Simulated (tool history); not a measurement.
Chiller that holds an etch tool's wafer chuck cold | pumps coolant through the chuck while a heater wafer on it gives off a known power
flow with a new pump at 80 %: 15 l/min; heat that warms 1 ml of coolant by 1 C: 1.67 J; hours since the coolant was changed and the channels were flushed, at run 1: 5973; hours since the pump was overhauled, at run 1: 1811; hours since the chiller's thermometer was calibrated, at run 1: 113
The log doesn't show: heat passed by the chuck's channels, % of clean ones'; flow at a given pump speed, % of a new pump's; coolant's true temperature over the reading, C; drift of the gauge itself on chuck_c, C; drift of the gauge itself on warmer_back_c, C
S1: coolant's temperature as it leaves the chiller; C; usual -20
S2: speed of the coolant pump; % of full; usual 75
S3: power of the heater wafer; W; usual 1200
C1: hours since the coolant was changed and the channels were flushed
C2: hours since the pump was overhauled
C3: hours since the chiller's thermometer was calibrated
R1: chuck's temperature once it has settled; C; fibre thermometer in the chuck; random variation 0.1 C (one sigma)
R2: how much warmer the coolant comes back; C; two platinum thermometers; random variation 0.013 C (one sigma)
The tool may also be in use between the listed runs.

run    hour   S1  S2    S3    C1    C2    C3     R1    R2
  1       0  -20  75  1200  5973  1811   113   -4.9  3.11
  2   156.1  -20  75  1200  6129  1967   270   -5.1  3.13
  3   277.7  -20  75  1200  6251  2089   391   -4.9  3.16
  4   381.6  -20  75  1200  6355  2193   495   -4.9  3.13
      573.4  -- coolant changed, channels flushed
  5   586.3  -20  75  1200    13  2391   694   -7.5  3.11
  6   749.2  -20  75  1200   176  2554   857   -7.2  3.15
  7   885.2  -25  75  1200   312  2690   993  -12.2  3.15
  8  1020.1  -25  75  1200   447  2825  1127  -12.3  3.14
  9  1178.5  -20  75  1200   605  2984  1286   -7.2  3.16
     1188.3  -- chiller's thermometer calibrated
 10  1360.7  -20  75  1200   786  3165   172   -7.1  3.17
 11  1479.2  -20  68   631   905  3283   291  -12.5  1.84
 12  1627.5  -20  88  1200  1053  3432   439   -8.9  2.69
 13  1754.1  -12  91   988  1180  3558   566   -3.1   2.1
     1796.5  -- chiller's thermometer calibrated, once more
 14  1937.4  -12  93  1478  1362  3741   141    1.5   3.1
 15  2145.4  -11  69   647  1570  3949   349     -3  1.88
 16  2344.9  -11  69   647  1770  4148   548   -3.2   1.9
 17  2527.3  -10  69   831  1952  4330   731    0.2  2.42
 18  2648.3  -11  67  1003  2073  4451   852    1.8  3.01
 19  2783.7  -11  67  1003  2208  4587   987    1.7  3.01

Forecast each of these 3 alternatives for the next run:
  A  2990.8  -20  62  1200  2415  4794  1194   ?   ?
  B  2990.8  -26  75   971  2415  4794  1194   ?   ?
  C  2990.8  -16  71  1200  2415  4794  1194   ?   ?

run     R1    R2
  A   -3.4  3.93
  B  -14.7   2.6
  C   -1.4  3.41
Without the tool's hidden state the same runs would have given:
run     R1    R2
  A   -4.9  3.79
  B  -15.6  2.51
  C   -2.7   3.3
